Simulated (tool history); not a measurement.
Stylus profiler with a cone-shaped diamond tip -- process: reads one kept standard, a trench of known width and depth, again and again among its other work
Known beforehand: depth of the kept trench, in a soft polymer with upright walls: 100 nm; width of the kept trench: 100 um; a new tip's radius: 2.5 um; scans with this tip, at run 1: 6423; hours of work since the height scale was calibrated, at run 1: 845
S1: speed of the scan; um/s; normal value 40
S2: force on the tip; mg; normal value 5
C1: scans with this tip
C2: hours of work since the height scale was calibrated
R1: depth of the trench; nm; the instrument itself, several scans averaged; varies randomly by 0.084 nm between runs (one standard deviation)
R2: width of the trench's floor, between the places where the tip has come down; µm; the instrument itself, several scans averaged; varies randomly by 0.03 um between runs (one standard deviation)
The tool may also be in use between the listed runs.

{"run": 1, "hour": 0.0, "S1": 40, "S2": 5, "C1": 6423, "C2": 845, "R1": 101.33, "R2": 98.51}
{"run": 2, "hour": 39.4, "S1": 18, "S2": 5, "C1": 6652, "C2": 875, "R1": 101.45, "R2": 98.54}
{"run": 3, "hour": 83.7, "S1": 18, "S2": 5, "C1": 6909, "C2": 909, "R1": 101.53, "R2": 98.51}
{"run": 4, "hour": 152.0, "S1": 40, "S2": 3.65, "C1": 7306, "C2": 961, "R1": 101.09, "R2": 98.46}
{"run": 5, "hour": 217.1, "S1": 40, "S2": 5, "C1": 7685, "C2": 1011, "R1": 101.3, "R2": 98.46}
{"run": 6, "hour": 256.5, "S1": 40, "S2": 5, "C1": 7914, "C2": 1041, "R1": 101.46, "R2": 98.49}
{"run": 7, "hour": 294.0, "S1": 40, "S2": 5, "C1": 8132, "C2": 1070, "R1": 101.32, "R2": 98.44}
{"hour": 351.7, "done": "new tip fitted, height scale calibrated"}
{"run": 8, "hour": 374.4, "S1": 25, "S2": 5.15, "C1": 132, "C2": 17, "R1": 101.49, "R2": 98.53}

Predict the results of run 9:
{"run": 9, "hour": 419.4, "S1": 53, "S2": 3.16, "C1": 394, "C2": 52, "R1": "?", "R2": "?"}

Logged for run 9: R1 101.09 nm, R2 98.42 µm.
Take away the tool's hidden state, keep the run-to-run variation as it was, and the same run would have given R1 101.09 nm, R2 98.42 µm.
